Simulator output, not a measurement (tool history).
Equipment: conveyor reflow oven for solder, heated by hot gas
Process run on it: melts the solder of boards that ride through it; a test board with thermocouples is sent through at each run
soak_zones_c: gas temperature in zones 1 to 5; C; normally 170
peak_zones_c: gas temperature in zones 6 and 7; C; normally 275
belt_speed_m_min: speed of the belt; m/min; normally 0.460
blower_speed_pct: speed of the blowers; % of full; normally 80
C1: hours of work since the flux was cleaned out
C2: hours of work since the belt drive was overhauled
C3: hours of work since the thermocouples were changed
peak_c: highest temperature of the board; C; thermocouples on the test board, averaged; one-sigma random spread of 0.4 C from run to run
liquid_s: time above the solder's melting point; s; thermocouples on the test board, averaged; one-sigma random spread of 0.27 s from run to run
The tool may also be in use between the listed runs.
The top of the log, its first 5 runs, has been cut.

-- hour=237.7 flux residue cleaned out of gas plates and filters
run 6 hour=276.8 | soak_zones_c=169 peak_zones_c=275 belt_speed_m_min=0.460 blower_speed_pct=69 | C1=26 C2=518 C3=597 | peak_c=256.6 liquid_s=59.2
run 7 hour=333.6 | soak_zones_c=169 peak_zones_c=275 belt_speed_m_min=0.460 blower_speed_pct=69 | C1=64 C2=556 C3=635 | peak_c=256.3 liquid_s=58.9
run 8 hour=379.3 | soak_zones_c=169 peak_zones_c=275 belt_speed_m_min=0.460 blower_speed_pct=69 | C1=95 C2=587 C3=665 | peak_c=256.8 liquid_s=59.0
run 9 hour=424.5 | soak_zones_c=169 peak_zones_c=275 belt_speed_m_min=0.460 blower_speed_pct=69 | C1=125 C2=617 C3=696 | peak_c=255.7 liquid_s=59.0
run 10 hour=456.9 | soak_zones_c=169 peak_zones_c=275 belt_speed_m_min=0.460 blower_speed_pct=69 | C1=147 C2=639 C3=717 | peak_c=256.0 liquid_s=59.1
-- hour=518.6 thermocouples of zones 6 and 7 changed
run 11 hour=539.0 | soak_zones_c=169 peak_zones_c=275 belt_speed_m_min=0.460 blower_speed_pct=69 | C1=201 C2=693 C3=14 | peak_c=255.0 liquid_s=57.9
run 12 hour=571.4 | soak_zones_c=169 peak_zones_c=275 belt_speed_m_min=0.460 blower_speed_pct=63 | C1=222 C2=714 C3=35 | peak_c=253.0 liquid_s=55.3
-- hour=586.9 flux residue cleaned out of gas plates and filters, once more
run 13 hour=624.9 | soak_zones_c=169 peak_zones_c=275 belt_speed_m_min=0.460 blower_speed_pct=63 | C1=25 C2=747 C3=68 | peak_c=257.0 liquid_s=61.0
run 14 hour=697.9 | soak_zones_c=169 peak_zones_c=275 belt_speed_m_min=0.460 blower_speed_pct=63 | C1=74 C2=796 C3=117 | peak_c=258.0 liquid_s=61.2
run 15 hour=736.8 | soak_zones_c=169 peak_zones_c=275 belt_speed_m_min=0.460 blower_speed_pct=63 | C1=100 C2=822 C3=143 | peak_c=257.1 liquid_s=60.6
run 16 hour=808.0 | soak_zones_c=170 peak_zones_c=281 belt_speed_m_min=0.460 blower_speed_pct=76 | C1=148 C2=870 C3=191 | peak_c=266.5 liquid_s=66.9
run 17 hour=844.9 | soak_zones_c=170 peak_zones_c=275 belt_speed_m_min=0.460 blower_speed_pct=63 | C1=173 C2=894 C3=215 | peak_c=257.2 liquid_s=61.2
run 18 hour=878.2 | soak_zones_c=185 peak_zones_c=266 belt_speed_m_min=0.410 blower_speed_pct=69 | C1=195 C2=917 C3=238 | peak_c=257.0 liquid_s=75.2
run 19 hour=943.7 | soak_zones_c=182 peak_zones_c=266 belt_speed_m_min=0.410 blower_speed_pct=69 | C1=239 C2=960 C3=282 | peak_c=255.7 liquid_s=74.0
run 20 hour=991.2 | soak_zones_c=182 peak_zones_c=266 belt_speed_m_min=0.439 blower_speed_pct=69 | C1=271 C2=992 C3=313 | peak_c=254.6 liquid_s=67.5
run 21 hour=1045.3 | soak_zones_c=182 peak_zones_c=266 belt_speed_m_min=0.439 blower_speed_pct=69 | C1=307 C2=1028 C3=350 | peak_c=254.4 liquid_s=67.2
run 22 hour=1079.2 | soak_zones_c=182 peak_zones_c=266 belt_speed_m_min=0.439 blower_speed_pct=69 | C1=330 C2=1051 C3=372 | peak_c=253.9 liquid_s=66.9
run 23 hour=1152.2 | soak_zones_c=170 peak_zones_c=280 belt_speed_m_min=0.385 blower_speed_pct=80 | C1=379 C2=1100 C3=421 | peak_c=271.6 liquid_s=83.4
-- hour=1182.9 flux residue cleaned out of gas plates and filters
run 24 hour=1200.1 | soak_zones_c=173 peak_zones_c=280 belt_speed_m_min=0.409 blower_speed_pct=80 | C1=12 C2=1129 C3=450 | peak_c=272.0 liquid_s=80.2
run 25 hour=1244.5 | soak_zones_c=173 peak_zones_c=280 belt_speed_m_min=0.409 blower_speed_pct=80 | C1=41 C2=1159 C3=480 | peak_c=272.2 liquid_s=79.9
run 26 hour=1276.8 | soak_zones_c=173 peak_zones_c=280 belt_speed_m_min=0.409 blower_speed_pct=80 | C1=63 C2=1180 C3=501 | peak_c=271.7 liquid_s=80.0
run 27 hour=1319.9 | soak_zones_c=163 peak_zones_c=280 belt_speed_m_min=0.409 blower_speed_pct=83 | C1=92 C2=1209 C3=530 | peak_c=272.1 liquid_s=77.4
-- hour=1334.4 belt drive overhauled, speed set with a stopwatch
run 28 hour=1383.4 | soak_zones_c=163 peak_zones_c=280 belt_speed_m_min=0.409 blower_speed_pct=83 | C1=132 C2=33 C3=570 | peak_c=270.9 liquid_s=76.1
run 29 hour=1454.3 | soak_zones_c=163 peak_zones_c=280 belt_speed_m_min=0.409 blower_speed_pct=83 | C1=179 C2=80 C3=618 | peak_c=271.1 liquid_s=75.8
run 30 hour=1510.5 | soak_zones_c=170 peak_zones_c=278 belt_speed_m_min=0.389 blower_speed_pct=57 | C1=217 C2=118 C3=655 | peak_c=263.9 liquid_s=77.0

Consider 4 possible next runs. They are alternatives, not a sequence: every one starts from the tool as it was left by run 30. What does each give?
run A hour=1546.3 | soak_zones_c=184 peak_zones_c=264 belt_speed_m_min=0.389 blower_speed_pct=55 | C1=241 C2=142 C3=679 | peak_c=? liquid_s=?
run B hour=1546.3 | soak_zones_c=183 peak_zones_c=289 belt_speed_m_min=0.482 blower_speed_pct=80 | C1=241 C2=142 C3=679 | peak_c=? liquid_s=?
run C hour=1546.3 | soak_zones_c=164 peak_zones_c=275 belt_speed_m_min=0.460 blower_speed_pct=80 | C1=241 C2=142 C3=679 | peak_c=? liquid_s=?
run D hour=1546.3 | soak_zones_c=170 peak_zones_c=275 belt_speed_m_min=0.460 blower_speed_pct=55 | C1=241 C2=142 C3=679 | peak_c=? liquid_s=?

run=A peak_c=252.9 liquid_s=75.9
run=B peak_c=275.0 liquid_s=71.4
run=C peak_c=262.2 liquid_s=62.3
run=D peak_c=254.3 liquid_s=57.7
Without the tool's unlogged condition, the same runs would have read:
run=A peak_c=251.8 liquid_s=75.1
run=B peak_c=274.5 liquid_s=71.0
run=C peak_c=261.8 liquid_s=62.2
run=D peak_c=253.6 liquid_s=57.3
